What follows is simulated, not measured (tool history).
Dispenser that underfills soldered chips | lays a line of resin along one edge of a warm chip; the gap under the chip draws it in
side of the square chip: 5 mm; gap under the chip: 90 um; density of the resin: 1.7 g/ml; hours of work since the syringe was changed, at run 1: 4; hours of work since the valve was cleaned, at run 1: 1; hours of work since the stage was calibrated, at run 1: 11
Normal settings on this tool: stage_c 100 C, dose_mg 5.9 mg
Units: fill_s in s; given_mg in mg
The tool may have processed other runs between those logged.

run    day  stage_c  dose_mg  hours of work since the syringe was changed  hours of work since the valve was cleaned  hours of work since the stage was calibrated  fill_s  given_mg
  1      0      100      5.9                                            4                                          1                                            11    19.3     5.889
  2  0.117      114      5.9                                            6                                          3                                            13    13.6     5.872
     0.146  -- new syringe of resin
  3  0.225      114      5.9                                            1                                          4                                            15    12.5     5.866
  4  0.358      114      5.9                                            3                                          6                                            17    13.2     5.862
  5  0.467      114      5.9                                            5                                          8                                            19    13.9     5.851
     0.517  -- new syringe of resin
  6    0.6       89      5.9                                            1                                         10                                            20    24.9     5.846
  7  0.792      100     5.99                                            4                                         13                                            23    19.7     5.924
       0.9  -- new syringe of resin
  8  0.967      100     5.99                                            1                                         16                                            26      18     5.922
  9  1.079       88      5.9                                            3                                         17                                            28    27.1     5.827
     1.275  -- new syringe of resin
 10  1.275      100      5.9                                            0                                         20                                            31    17.2     5.817
 11    1.4      100      5.9                                            2                                         22                                            33    18.2     5.788
 12  1.596      100      5.9                                            5                                         25                                            36    19.9     5.792
      1.65  -- new syringe of resin
 13  1.808      100      5.9                                            2                                         29                                            39    18.7     5.781
 14  1.979      100      5.9                                            5                                         31                                            42    19.9     5.773
     2.029  -- new syringe of resin
 15  2.217      100      5.9                                            3                                         35                                            45    18.9     5.773
     2.412  -- new syringe of resin
 16  2.425      100      5.9                                            0                                         38                                            48    16.9     5.758
     2.621  -- dispensing valve cleaned and set on the balance
 17  2.633      100     5.84                                            3                                          0                                            51    18.1     5.836
 18  2.788      100     5.84                                            5                                          3                                            54    19.5     5.826
     2.829  -- new syringe of resin
 19  3.017       98     6.58                                            3                                          6                                            57    19.5     6.567
 20  3.108       98     7.56                                            4                                          8                                            58    20.1     7.518
       3.2  -- new syringe of resin
 21  3.262       98     7.56                                            1                                         10                                            61    18.6      7.52
 22  3.383       98     6.39                                            3                                         12                                            63    19.9     6.346
     3.575  -- new syringe of resin
 23  3.575       87     6.89                                            0                                         15                                            65    25.2     6.829
 24  3.671      100     5.89                                            2                                         16                                            67    17.9     5.852
 25  3.833      115     5.19                                            4                                         19                                            70    13.1      5.13
 26  3.929      113      6.7                                            6                                         20                                            71    14.1     6.632
     3.958  -- new syringe of resin
 27  4.146       92     5.99                                            3                                         23                                            74    23.7     5.917
 28  4.308      111     6.66                                            6                                         26                                            77    14.8     6.563
     4.342  -- new syringe of resin
 29  4.529      108     6.19                                            3                                         29                                            80    15.1     6.087
 30  4.638      100     7.28                                            5                                         31                                            82    19.5     7.165
     4.717  -- new syringe of resin
 31  4.742       90     7.37                                            0                                         32                                            83    23.1     7.248
 32  4.833       93     6.82                                            2                                         34                                            85    22.3     6.698
 33  5.012       93     6.82                                            5                                         37                                            88    23.9     6.676
     5.096  -- new syringe of resin
 34  5.175       93     6.82                                            1                                         39                                            90      22     6.669
     5.296  -- dispensing valve cleaned and set on the balance
 35  5.362       93     6.82                                            4                                          1                                            92    23.5     6.803

Selected run-to-run steps in fill_s, each split into two signed amounts: the part the tool would show with no hidden state at all (from settings, incoming material and random variation), and the remainder, which goes to the hidden state together with any gauge scatter not common to the measured and the hidden-state-free results:
What the log doesn't record here: resin's viscosity, % of fresh resin's; dose that the valve gives, % of what is set; true chip temperature over the reading, C; drift of the gauge itself on fill_s, %; drift of the gauge itself on given_mg, %.
Run 5 -> 6: stage_c 114 -> 89, new syringe of resin. fill_s +11 s: hidden state -1, all else +12.
Run 9 -> 10: stage_c 88 -> 100, new syringe of resin. fill_s -9.9 s: hidden state -2.6, all else -7.3.
Run 26 -> 27: stage_c 113 -> 92, dose_mg 6.7 -> 5.99, new syringe of resin. fill_s +9.6 s: hidden state -0.2, all else +9.8.
Run 30 -> 31: stage_c 100 -> 90, dose_mg 7.28 -> 7.37, new syringe of resin. fill_s +3.6 s: hidden state -2.5, all else +6.1.
Run 33 -> 34: new syringe of resin. fill_s -1.9 s: hidden state -2.2, all else +0.3.
